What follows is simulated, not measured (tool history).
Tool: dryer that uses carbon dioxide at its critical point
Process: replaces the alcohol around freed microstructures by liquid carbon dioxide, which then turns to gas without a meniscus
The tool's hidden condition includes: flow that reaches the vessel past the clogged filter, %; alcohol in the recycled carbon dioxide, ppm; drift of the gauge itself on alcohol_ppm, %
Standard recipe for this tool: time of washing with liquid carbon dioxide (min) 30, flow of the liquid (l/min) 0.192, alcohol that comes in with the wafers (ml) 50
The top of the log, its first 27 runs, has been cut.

run	hour	time of washing with liquid carbon dioxide (min)	flow of the liquid (l/min)	alcohol that comes in with the wafers (ml)	hours of work since the filter was changed	hours of work since the purifier's bed was changed	alcohol left in the vessel before it's heated (ppm by volume)
# hour 793.1: inlet filter changed
28	795.0	30	0.221	110	1	236	217
29	827.0	19	0.221	110	25	259	2130
30	844.5	30	0.304	46	38	272	32
31	881.0	30	0.304	46	64	299	41
32	901.1	42	0.292	59	79	314	30
33	937.6	42	0.292	59	106	340	40
34	975.9	21	0.192	50	134	368	1543
35	996.0	24	0.141	26	149	383	1531
36	1019.9	24	0.141	26	166	401	1645
37	1046.8	24	0.160	26	186	420	1109
# hour 1060.6: inlet filter changed
38	1080.2	24	0.160	26	14	444	772
39	1097.6	36	0.264	72	27	457	63
40	1114.9	19	0.192	65	40	470	2263
41	1138.4	19	0.268	65	57	487	596
42	1179.5	31	0.192	50	87	517	296
43	1219.4	41	0.139	22	116	546	232
44	1237.6	18	0.192	45	130	560	2252
45	1268.2	30	0.158	23	152	582	494

3 options for the next run, each taken on its own from the tool as it stands now. Forecast them:
A	1299.7	30	0.172	23	175	605	?
B	1299.7	41	0.192	50	175	605	?
C	1299.7	41	0.192	50	175	605	?

run	alcohol left in the vessel before it's heated (ppm by volume)
A	368
B	130
C	133
What these runs would have given with no unlogged condition in the tool:
run	alcohol left in the vessel before it's heated (ppm by volume)
A	182
B	35
C	35
